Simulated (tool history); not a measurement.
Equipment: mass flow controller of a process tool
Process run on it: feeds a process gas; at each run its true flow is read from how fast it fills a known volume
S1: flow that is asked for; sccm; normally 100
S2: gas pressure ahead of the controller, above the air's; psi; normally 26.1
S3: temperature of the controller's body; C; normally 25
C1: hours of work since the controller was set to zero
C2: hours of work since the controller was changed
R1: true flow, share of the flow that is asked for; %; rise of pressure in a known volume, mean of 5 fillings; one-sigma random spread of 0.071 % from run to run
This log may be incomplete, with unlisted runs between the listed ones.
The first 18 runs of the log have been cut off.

run 19 hour=1261.9 | S1=190 S2=33.2 S3=25 | C1=1836 C2=1836 | R1=100.17
run 20 hour=1312.0 | S1=39 S2=26.1 S3=25 | C1=1856 C2=1856 | R1=99.34
run 21 hour=1403.6 | S1=100 S2=26.1 S3=25 | C1=1894 C2=1894 | R1=99.61
run 22 hour=1448.5 | S1=100 S2=26.1 S3=25 | C1=1913 C2=1913 | R1=99.54
run 23 hour=1500.2 | S1=100 S2=29.2 S3=25 | C1=1934 C2=1934 | R1=99.81
run 24 hour=1598.8 | S1=141 S2=26.1 S3=25 | C1=1974 C2=1974 | R1=99.63
run 25 hour=1645.4 | S1=141 S2=26.1 S3=25 | C1=1994 C2=1994 | R1=99.70
run 26 hour=1746.9 | S1=141 S2=26.1 S3=25 | C1=2035 C2=2035 | R1=99.63
run 27 hour=1795.9 | S1=36 S2=24.5 S3=30 | C1=2055 C2=2055 | R1=98.68
run 28 hour=1861.6 | S1=100 S2=21.6 S3=25 | C1=2082 C2=2082 | R1=99.38
run 29 hour=1940.8 | S1=100 S2=21.6 S3=25 | C1=2115 C2=2115 | R1=99.45
run 30 hour=2015.1 | S1=30 S2=36.5 S3=39 | C1=2146 C2=2146 | R1=98.45
run 31 hour=2074.9 | S1=30 S2=36.5 S3=39 | C1=2170 C2=2170 | R1=98.45
run 32 hour=2156.3 | S1=35 S2=26.1 S3=37 | C1=2204 C2=2204 | R1=98.27
run 33 hour=2239.3 | S1=82 S2=22.5 S3=25 | C1=2238 C2=2238 | R1=99.39
run 34 hour=2294.4 | S1=82 S2=34.2 S3=33 | C1=2260 C2=2260 | R1=99.05
run 35 hour=2351.3 | S1=82 S2=34.2 S3=33 | C1=2284 C2=2284 | R1=99.11
run 36 hour=2408.9 | S1=47 S2=26.7 S3=23 | C1=2308 C2=2308 | R1=99.52
run 37 hour=2500.4 | S1=132 S2=30.0 S3=36 | C1=2345 C2=2345 | R1=98.89
run 38 hour=2582.6 | S1=132 S2=30.0 S3=36 | C1=2379 C2=2379 | R1=98.79

The next listed run, before its measurement:
run 39 hour=2661.7 | S1=63 S2=25.7 S3=20 | C1=2412 C2=2412 | R1=?

Run 39 produced R1 99.93 %.
With the hidden condition absent and the run-to-run variation left alone, this run would have shown R1 99.92 %.

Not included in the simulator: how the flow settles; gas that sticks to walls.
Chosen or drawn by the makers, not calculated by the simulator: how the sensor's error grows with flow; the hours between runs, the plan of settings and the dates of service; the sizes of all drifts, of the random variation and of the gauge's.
